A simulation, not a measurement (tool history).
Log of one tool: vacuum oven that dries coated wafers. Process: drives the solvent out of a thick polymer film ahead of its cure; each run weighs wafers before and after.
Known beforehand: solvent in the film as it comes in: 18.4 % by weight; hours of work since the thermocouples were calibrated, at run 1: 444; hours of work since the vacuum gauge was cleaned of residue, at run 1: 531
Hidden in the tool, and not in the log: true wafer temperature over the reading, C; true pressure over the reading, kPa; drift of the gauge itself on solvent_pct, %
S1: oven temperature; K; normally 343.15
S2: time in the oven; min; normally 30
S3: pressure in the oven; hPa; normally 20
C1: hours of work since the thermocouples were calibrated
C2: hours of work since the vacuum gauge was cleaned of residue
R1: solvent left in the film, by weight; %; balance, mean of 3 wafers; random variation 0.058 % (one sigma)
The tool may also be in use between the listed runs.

run    hour      S1  S2    S3    C1    C2    R1
  1       0  343.15  30    20   444   531  3.41
  2      44  343.15  30    20   476   563  3.37
  3    79.2  343.15  30  10.4   503   590  2.73
  4   139.2  343.15  30  10.4   547   634  2.79
  5   173.7  346.15  30  10.4   573   660  2.32
  6   228.6  343.15  15    20   614   701  6.55
  7   282.6  343.15  30  37.7   654   741   4.8
  8   336.9  343.15  30  37.7   695   782  4.95
  9   386.9  343.15  30  37.7   732   819  4.82
 10   445.3  343.15  42    20   775   862  2.73
 11     481  343.15  30    20   802   889  3.72
 12   513.1  343.15  30    20   826   913  3.79
 13   555.6  343.15  30    20   857   944  3.82
 14   595.5  329.15  30    20   887   974  8.01
 15   638.7  329.15  30    20   919  1006  7.84
 16   679.3  329.15  30    20   950  1037  7.73
 17   716.4  329.15  30    20   977  1064  7.98
 18   759.7  329.15  30    20  1009  1096  7.89
      764.5  -- vacuum gauge cleaned of residue and calibrated
 19   809.7  343.15  25  47.8  1046    34  6.64
 20   852.7  343.15  25  47.8  1078    66  6.86
 21   894.8  343.15  41  60.2  1109    97  6.27
 22   949.1  343.15  41  60.2  1150   138  6.36
 23   977.9  343.15  41  60.2  1171   159   6.5
     1026.1  -- vacuum gauge cleaned of residue and calibrated, once more
 24  1026.1  343.15  41  60.2  1206     0  5.87
 25  1087.5  343.15  24    20  1251    46  4.53
     1124.8  -- oven's thermocouples calibrated
 26  1129.4  328.15  26  17.6     3    75  7.84
 27  1196.8  343.15  16    29    54   126  6.32
 28  1265.1  343.15  16    29   105   177  6.44
 29  1304.2  343.15  30  43.2   134   206   4.9
 30  1370.9  343.15  30  43.2   183   255  5.03
 31  1430.5  343.15  30  43.2   228   300  4.98
 32  1497.6  343.15  30  43.2   278   350  4.95
 33  1563.7  353.15  33  43.2   327   399  2.76
 34  1594.6  340.15  27    20   350   422  4.48
 35  1638.4  339.15  23  63.9   383   455  8.83
 36  1697.4  343.15  30  43.9   427   499  5.26

Below are 5 alternative next runs, each starting from the tool's condition after run 36. Predict each:
  A  1751.1  354.15  24  77.8  467  539   ?
  B  1751.1  331.15  22  42.2  467  539   ?
  C  1751.1  341.15  30  14.4  467  539   ?
  D  1751.1  347.15  30  43.9  467  539   ?
  E  1751.1  343.15  21    20  467  539   ?

run     R1
  A   4.95
  B  10.25
  C   3.49
  D   4.12
  E   4.94
What these runs would have given with no unlogged condition in the tool:
run    R1
  A  4.52
  B  9.55
  C     3
  D  3.67
  E  4.43
